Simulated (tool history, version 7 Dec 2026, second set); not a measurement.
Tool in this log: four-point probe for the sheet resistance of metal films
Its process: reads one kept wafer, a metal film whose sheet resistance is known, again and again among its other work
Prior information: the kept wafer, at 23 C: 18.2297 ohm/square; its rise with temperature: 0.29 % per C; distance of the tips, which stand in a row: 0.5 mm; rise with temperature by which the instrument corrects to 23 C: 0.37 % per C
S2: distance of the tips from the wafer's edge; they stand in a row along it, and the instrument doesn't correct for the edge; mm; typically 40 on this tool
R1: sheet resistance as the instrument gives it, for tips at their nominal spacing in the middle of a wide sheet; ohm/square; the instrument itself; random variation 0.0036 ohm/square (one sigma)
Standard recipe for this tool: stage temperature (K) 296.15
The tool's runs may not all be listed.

{"run": 1, "hour": 0.0, "stage temperature (K)": 296.15, "S2": 40, "R1": 18.206957}
{"run": 2, "hour": 38.1, "stage temperature (K)": 296.15, "S2": 40, "R1": 18.207642}
{"run": 3, "hour": 77.5, "stage temperature (K)": 296.15, "S2": 40, "R1": 18.206202}
{"run": 4, "hour": 105.8, "stage temperature (K)": 296.15, "S2": 40, "R1": 18.206419}
{"run": 5, "hour": 130.9, "stage temperature (K)": 296.15, "S2": 40, "R1": 18.214733}
{"run": 6, "hour": 159.2, "stage temperature (K)": 296.15, "S2": 40, "R1": 18.221037}
{"run": 7, "hour": 207.0, "stage temperature (K)": 296.15, "S2": 40, "R1": 18.219596}
{"run": 8, "hour": 249.6, "stage temperature (K)": 292.15, "S2": 40, "R1": 18.281819}
{"run": 9, "hour": 283.3, "stage temperature (K)": 292.15, "S2": 40, "R1": 18.275546}
{"run": 10, "hour": 324.6, "stage temperature (K)": 296.15, "S2": 40, "R1": 18.218684}
{"run": 11, "hour": 350.0, "stage temperature (K)": 297.15, "S2": 40, "R1": 18.214848}
{"run": 12, "hour": 395.5, "stage temperature (K)": 297.15, "S2": 40, "R1": 18.209473}
{"run": 13, "hour": 438.5, "stage temperature (K)": 297.15, "S2": 40, "R1": 18.220443}
{"run": 14, "hour": 463.9, "stage temperature (K)": 297.15, "S2": 40, "R1": 18.216442}
{"run": 15, "hour": 511.4, "stage temperature (K)": 303.15, "S2": 61, "R1": 18.141425}
{"run": 16, "hour": 544.2, "stage temperature (K)": 302.15, "S2": 61, "R1": 18.153629}
{"run": 17, "hour": 582.9, "stage temperature (K)": 293.15, "S2": 48, "R1": 18.286725}
{"run": 18, "hour": 607.6, "stage temperature (K)": 305.15, "S2": 48, "R1": 18.120965}
{"run": 19, "hour": 653.5, "stage temperature (K)": 305.15, "S2": 48, "R1": 18.122693}
{"run": 20, "hour": 675.0, "stage temperature (K)": 297.15, "S2": 39, "R1": 18.230633}

Forecast run 21:
{"run": 21, "hour": 704.7, "stage temperature (K)": 308.15, "S2": 10, "R1": "?"}

R1: 18.107758 ohm/square
With no hidden state in the tool, this same run would have given R1 18.090705 ohm/square.
